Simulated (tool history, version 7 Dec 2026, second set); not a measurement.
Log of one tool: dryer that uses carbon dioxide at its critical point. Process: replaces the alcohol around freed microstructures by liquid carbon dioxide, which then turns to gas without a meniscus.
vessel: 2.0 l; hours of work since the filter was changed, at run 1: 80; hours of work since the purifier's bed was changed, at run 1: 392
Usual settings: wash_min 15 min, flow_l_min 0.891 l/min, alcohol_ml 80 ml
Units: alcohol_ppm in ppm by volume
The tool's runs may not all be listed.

run	hour	wash_min	flow_l_min	alcohol_ml	hours of work since the filter was changed	hours of work since the purifier's bed was changed	alcohol_ppm
1	0	15	0.891	80	80	392	382
2	49.7	15	0.891	80	108	419	400
3	111.7	15	0.891	80	142	453	444
4	162.3	15	0.891	80	169	481	457
5	208.8	15	0.891	80	195	506	492
6	243.2	15	0.891	80	214	525	512
7	304.4	15	0.891	80	247	559	557
8	367	15	0.891	80	281	593	598
9	427.5	15	0.891	80	314	626	654
# hour 451.4: inlet filter changed
10	455.5	10	0.891	80	2	641	1379
11	518.1	10	0.891	80	36	675	1462
# hour 549.8: purifier's bed changed
12	560.1	10	0.891	80	58	6	1369
13	607.3	10	0.891	80	84	31	1450
14	635.3	15	0.891	80	99	47	292
15	685.7	15	0.891	80	127	74	318
16	726.6	15	0.891	80	149	97	349
17	759.6	15	0.891	80	167	115	348
18	821.6	15	0.891	80	201	149	401
19	880.8	15	0.891	80	233	181	443
20	922.1	16	0.583	80	256	204	1640
21	980.6	19	1.402	112	288	236	63
22	1012	19	1.402	112	305	253	70
23	1042.7	19	1.402	112	322	270	76
# hour 1052.9: inlet filter changed
24	1096.7	10	0.981	75	24	299	936

Forecast run 25:
25	1137.8	10	0.981	75	46	321	?

alcohol_ppm: 977 ppm by volume
Without the tool's hidden state the same run would have given alcohol_ppm 807 ppm by volume.
